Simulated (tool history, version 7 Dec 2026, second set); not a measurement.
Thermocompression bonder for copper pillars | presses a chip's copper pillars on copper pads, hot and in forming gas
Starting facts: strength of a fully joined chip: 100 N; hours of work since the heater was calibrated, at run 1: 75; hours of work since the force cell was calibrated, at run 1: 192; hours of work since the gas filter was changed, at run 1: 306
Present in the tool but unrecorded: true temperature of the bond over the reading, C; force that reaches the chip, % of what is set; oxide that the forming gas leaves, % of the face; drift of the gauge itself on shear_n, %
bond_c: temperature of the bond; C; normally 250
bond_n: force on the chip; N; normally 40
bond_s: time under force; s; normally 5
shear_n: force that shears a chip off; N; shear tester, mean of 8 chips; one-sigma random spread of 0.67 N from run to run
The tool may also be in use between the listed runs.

run   hour  bond_c  bond_n  bond_s  hours of work since the heater was calibrated  hours of work since the force cell was calibrated  hours of work since the gas filter was changed  shear_n
  1    0.0     250      40       5                                             75                                                192                                             306     43.9
  2   17.4     250      40       5                                             87                                                203                                             317     44.2
  3   32.7     250      40       5                                             96                                                213                                             326     44.3
  4   41.8     250      40       5                                            102                                                219                                             332     43.7
  5   56.3     250      40       5                                            111                                                228                                             341     44.7
  6   73.7     250      40       4                                            122                                                239                                             352     40.7
  7   87.0     250      40       4                                            131                                                248                                             361     41.0
  8  104.1     250      40       4                                            141                                                258                                             372     41.1
  9  121.2     250      40       4                                            152                                                269                                             382     39.6
 10  130.1     251      40       5                                            158                                                275                                             388     46.2
 11  139.5     251      40       5                                            164                                                281                                             394     45.1
 12  158.8     251      40       5                                            176                                                293                                             406     44.9
     167.0  -- forming gas filter changed
 13  170.4     265      40       5                                            183                                                300                                               2     54.0
 14  186.8     265      40       5                                            194                                                310                                              13     53.4
 15  202.9     265      40       5                                            204                                                321                                              23     53.5
 16  218.0     265      40       5                                            213                                                330                                              32     52.7
 17  230.7     250      40       5                                            221                                                338                                              40     44.4
 18  246.2     250      40       5                                            231                                                348                                              50     44.0
 19  257.0     232      40       5                                            238                                                355                                              57     34.9
 20  272.8     232      40       5                                            248                                                365                                              67     34.1
 21  286.6     232      40       5                                            257                                                374                                              76     32.5
 22  303.7     232      40       5                                            268                                                385                                              87     33.2
 23  312.1     232      40       5                                            273                                                390                                              92     33.6
 24  331.1     234      40       3                                            285                                                402                                             104     27.9
 25  349.0     234      47       3                                            296                                                413                                             115     32.6
 26  361.5     256      47       7                                            304                                                421                                             123     56.8
 27  376.5     278      28       4                                            314                                                431                                             133     47.3
 28  389.8     243      39       4                                            322                                                439                                             141     35.2
 29  399.9     250      36       3                                            329                                                445                                             148     32.9
 30  412.7     231      37       7                                            337                                                454                                             156     37.6
 31  428.7     223      53       7                                            347                                                464                                             166     41.2
 32  439.7     258      50       6                                            354                                                471                                             173     60.2
 33  451.2     236      40       9                                            361                                                478                                             180     45.6
 34  464.6     236      40       9                                            370                                                487                                             189     45.9
 35  479.5     250      32       6                                            379                                                496                                             198     40.8
 36  495.5     250      32       6                                            389                                                506                                             208     42.1
 37  515.0     250      32       6                                            402                                                518                                             221     41.1
 38  527.9     250      32       6                                            410                                                527                                             229     40.2
 39  546.4     228      58       5                                            421                                                538                                             240     40.4
 40  561.7     228      58       5                                            431                                                548                                             250     40.6
 41  572.0     243      26       6                                            438                                                555                                             257     32.2

Branching from run 41: 3 alternative next runs. What would each branch give?
  A  586.8     240      47       6                                            447                                                564                                             266        ?
  B  586.8     274      40       5                                            447                                                564                                             266        ?
  C  586.8     280      26       6                                            447                                                564                                             266        ?

run  shear_n
  A     45.3
  B     58.7
  C     52.4
Without the tool's unlogged condition, the same runs would have read:
run  shear_n
  A     45.2
  B     58.7
  C     52.3
